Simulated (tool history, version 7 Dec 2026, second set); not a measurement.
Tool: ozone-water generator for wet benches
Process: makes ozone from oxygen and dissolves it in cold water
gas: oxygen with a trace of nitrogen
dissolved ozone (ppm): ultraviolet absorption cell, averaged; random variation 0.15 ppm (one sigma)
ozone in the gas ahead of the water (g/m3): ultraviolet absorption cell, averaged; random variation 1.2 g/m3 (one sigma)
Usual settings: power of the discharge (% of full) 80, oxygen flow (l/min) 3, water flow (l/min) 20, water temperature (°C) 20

run	hour	power of the discharge (% of full)	oxygen flow (l/min)	water flow (l/min)	water temperature (°C)	dissolved ozone (ppm)	ozone in the gas ahead of the water (g/m3)
1	0	80	3	20	20	16.9	216.6
2	164.9	80	3	20	20	16.5	217.2
3	291.2	80	3	20	20	16.7	214.2
4	459.8	80	2.8	20	20	16.2	222
5	539.7	80	2.8	20	20	16.4	221.9
6	687	80	2.8	20	20	16.1	220.7

Run 7 comes next. What will it give?
7	797.4	80	2.8	20	20	?	?

dissolved ozone (ppm): 16.2
ozone in the gas ahead of the water (g/m3): 220
Without the tool's hidden state the same run would have given dissolved ozone (ppm) 17.5, ozone in the gas ahead of the water (g/m3) 232.6.

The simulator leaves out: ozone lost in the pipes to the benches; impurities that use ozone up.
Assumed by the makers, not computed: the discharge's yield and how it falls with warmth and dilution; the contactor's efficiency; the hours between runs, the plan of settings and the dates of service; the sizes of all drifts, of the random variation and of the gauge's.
